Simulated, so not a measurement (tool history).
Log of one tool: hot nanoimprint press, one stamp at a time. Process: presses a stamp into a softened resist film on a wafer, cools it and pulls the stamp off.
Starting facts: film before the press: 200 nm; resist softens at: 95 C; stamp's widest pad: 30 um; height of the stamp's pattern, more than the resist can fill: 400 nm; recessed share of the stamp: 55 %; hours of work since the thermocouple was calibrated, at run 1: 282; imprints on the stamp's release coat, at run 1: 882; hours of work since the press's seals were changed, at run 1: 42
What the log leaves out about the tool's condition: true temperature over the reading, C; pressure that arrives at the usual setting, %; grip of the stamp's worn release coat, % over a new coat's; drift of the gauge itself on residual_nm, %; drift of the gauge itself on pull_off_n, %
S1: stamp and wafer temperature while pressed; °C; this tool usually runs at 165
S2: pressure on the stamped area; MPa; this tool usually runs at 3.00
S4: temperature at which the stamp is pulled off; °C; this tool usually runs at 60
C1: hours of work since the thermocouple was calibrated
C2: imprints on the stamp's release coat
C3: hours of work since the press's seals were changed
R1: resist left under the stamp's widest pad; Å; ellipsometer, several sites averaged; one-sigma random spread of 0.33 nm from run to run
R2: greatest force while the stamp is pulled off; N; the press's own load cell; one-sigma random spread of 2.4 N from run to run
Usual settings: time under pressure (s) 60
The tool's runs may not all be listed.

{"run": 1, "day": 0.0, "S1": 165, "S2": 3.0, "time under pressure (s)": 60, "S4": 60, "C1": 282, "C2": 882, "C3": 42, "R1": 829, "R2": 139}
{"run": 2, "day": 1.667, "S1": 165, "S2": 3.0, "time under pressure (s)": 60, "S4": 60, "C1": 303, "C2": 1006, "C3": 63, "R1": 835, "R2": 136}
{"run": 3, "day": 3.05, "S1": 165, "S2": 3.0, "time under pressure (s)": 60, "S4": 60, "C1": 320, "C2": 1109, "C3": 80, "R1": 833, "R2": 146}
{"day": 3.962, "done": "stamp cleaned and given a new release coat"}
{"day": 4.212, "done": "plate thermocouple calibrated"}
{"run": 4, "day": 4.946, "S1": 165, "S2": 3.0, "time under pressure (s)": 60, "S4": 60, "C1": 9, "C2": 63, "C3": 99, "R1": 851, "R2": 112}
{"run": 5, "day": 6.646, "S1": 165, "S2": 3.0, "time under pressure (s)": 60, "S4": 60, "C1": 30, "C2": 190, "C3": 121, "R1": 851, "R2": 117}
{"run": 6, "day": 8.912, "S1": 165, "S2": 3.0, "time under pressure (s)": 60, "S4": 60, "C1": 59, "C2": 359, "C3": 149, "R1": 852, "R2": 121}
{"run": 7, "day": 10.4, "S1": 165, "S2": 3.0, "time under pressure (s)": 60, "S4": 60, "C1": 78, "C2": 469, "C3": 168, "R1": 848, "R2": 124}
{"run": 8, "day": 12.688, "S1": 165, "S2": 3.0, "time under pressure (s)": 60, "S4": 60, "C1": 106, "C2": 640, "C3": 196, "R1": 851, "R2": 129}
{"run": 9, "day": 14.712, "S1": 165, "S2": 3.0, "time under pressure (s)": 60, "S4": 60, "C1": 132, "C2": 790, "C3": 222, "R1": 851, "R2": 139}
{"run": 10, "day": 15.767, "S1": 165, "S2": 3.0, "time under pressure (s)": 60, "S4": 59, "C1": 145, "C2": 869, "C3": 235, "R1": 851, "R2": 141}
{"run": 11, "day": 17.925, "S1": 165, "S2": 3.0, "time under pressure (s)": 60, "S4": 60, "C1": 172, "C2": 1029, "C3": 262, "R1": 846, "R2": 146}
{"run": 12, "day": 19.046, "S1": 165, "S2": 3.0, "time under pressure (s)": 60, "S4": 60, "C1": 186, "C2": 1113, "C3": 276, "R1": 843, "R2": 145}
{"day": 19.8, "done": "stamp cleaned and given a new release coat"}
{"run": 13, "day": 20.567, "S1": 165, "S2": 3.0, "time under pressure (s)": 60, "S4": 60, "C1": 202, "C2": 57, "C3": 292, "R1": 849, "R2": 109}
{"run": 14, "day": 21.767, "S1": 165, "S2": 3.0, "time under pressure (s)": 60, "S4": 60, "C1": 217, "C2": 147, "C3": 307, "R1": 849, "R2": 110}
{"run": 15, "day": 22.967, "S1": 165, "S2": 3.0, "time under pressure (s)": 60, "S4": 60, "C1": 232, "C2": 236, "C3": 322, "R1": 844, "R2": 120}
{"run": 16, "day": 24.0, "S1": 165, "S2": 3.0, "time under pressure (s)": 60, "S4": 60, "C1": 245, "C2": 313, "C3": 335, "R1": 843, "R2": 117}
{"run": 17, "day": 25.233, "S1": 168, "S2": 3.58, "time under pressure (s)": 60, "S4": 60, "C1": 260, "C2": 404, "C3": 350, "R1": 705, "R2": 125}
{"run": 18, "day": 27.429, "S1": 168, "S2": 2.74, "time under pressure (s)": 60, "S4": 66, "C1": 288, "C2": 568, "C3": 378, "R1": 796, "R2": 114}
{"run": 19, "day": 28.492, "S1": 168, "S2": 1.92, "time under pressure (s)": 60, "S4": 50, "C1": 301, "C2": 647, "C3": 391, "R1": 918, "R2": 145}
{"run": 20, "day": 30.2, "S1": 165, "S2": 3.97, "time under pressure (s)": 77, "S4": 60, "C1": 322, "C2": 774, "C3": 413, "R1": 663, "R2": 132}
{"day": 30.929, "done": "plate thermocouple calibrated"}
{"run": 21, "day": 32.462, "S1": 165, "S2": 3.1, "time under pressure (s)": 50, "S4": 46, "C1": 19, "C2": 933, "C3": 439, "R1": 901, "R2": 168}
{"run": 22, "day": 34.179, "S1": 163, "S2": 3.0, "time under pressure (s)": 89, "S4": 55, "C1": 41, "C2": 1061, "C3": 461, "R1": 771, "R2": 161}
{"day": 35.608, "done": "stamp cleaned and given a new release coat"}
{"run": 23, "day": 36.738, "S1": 165, "S2": 3.0, "time under pressure (s)": 89, "S4": 47, "C1": 70, "C2": 84, "C3": 490, "R1": 721, "R2": 131}
{"run": 24, "day": 37.983, "S1": 165, "S2": 2.25, "time under pressure (s)": 60, "S4": 60, "C1": 85, "C2": 177, "C3": 505, "R1": 953, "R2": 111}
{"run": 25, "day": 39.138, "S1": 153, "S2": 2.25, "time under pressure (s)": 49, "S4": 67, "C1": 100, "C2": 262, "C3": 520, "R1": 1416, "R2": 110}
{"run": 26, "day": 40.592, "S1": 153, "S2": 2.25, "time under pressure (s)": 49, "S4": 67, "C1": 118, "C2": 370, "C3": 538, "R1": 1413, "R2": 113}
{"run": 27, "day": 41.842, "S1": 165, "S2": 3.0, "time under pressure (s)": 38, "S4": 60, "C1": 134, "C2": 464, "C3": 554, "R1": 1008, "R2": 119}
{"run": 28, "day": 43.825, "S1": 165, "S2": 3.0, "time under pressure (s)": 60, "S4": 67, "C1": 158, "C2": 611, "C3": 579, "R1": 845, "R2": 116}
{"run": 29, "day": 45.388, "S1": 157, "S2": 4.24, "time under pressure (s)": 60, "S4": 67, "C1": 178, "C2": 727, "C3": 598, "R1": 953, "R2": 119}

Entry by entry between the runs, the difference in hidden state between the last listed run before and the first listed run after:
Logged between run 3 and run 4: stamp cleaned and given a new release coat (day 3.962); plate thermocouple calibrated (day 4.212)
  true temperature over the reading, C: 0.88 -> -0.02; pressure that arrives at the usual setting, %: 99.5 -> 99.43; grip of the stamp's worn release coat, % over a new coat's: 34.1 -> 1.8
  measured result minus the result with no hidden state, R1: -22 -> +3 Å; R2: +36 -> +2 N
Logged between run 12 and run 13: stamp cleaned and given a new release coat (day 19.800)
  true temperature over the reading, C: 0.4 -> 0.44; pressure that arrives at the usual setting, %: 98.79 -> 98.74; grip of the stamp's worn release coat, % over a new coat's: 34.2 -> 1.7
  measured result minus the result with no hidden state, R1: -6 -> -7 Å; R2: +37 -> +1 N
Logged between run 20 and run 21: plate thermocouple calibrated (day 30.929)
  true temperature over the reading, C: 0.73 -> 0.17; pressure that arrives at the usual setting, %: 98.31 -> 98.22; grip of the stamp's worn release coat, % over a new coat's: 23.5 -> 28.5
  measured result minus the result with no hidden state, R1: -9 -> +2 Å; R2: +24 -> +37 N
Logged between run 22 and run 23: stamp cleaned and given a new release coat (day 35.608)
  true temperature over the reading, C: 0.22 -> 0.29; pressure that arrives at the usual setting, %: 98.13 -> 98.03; grip of the stamp's worn release coat, % over a new coat's: 32.6 -> 2.5
  measured result minus the result with no hidden state, R1: +1 -> -1 Å; R2: +39 -> +2 N
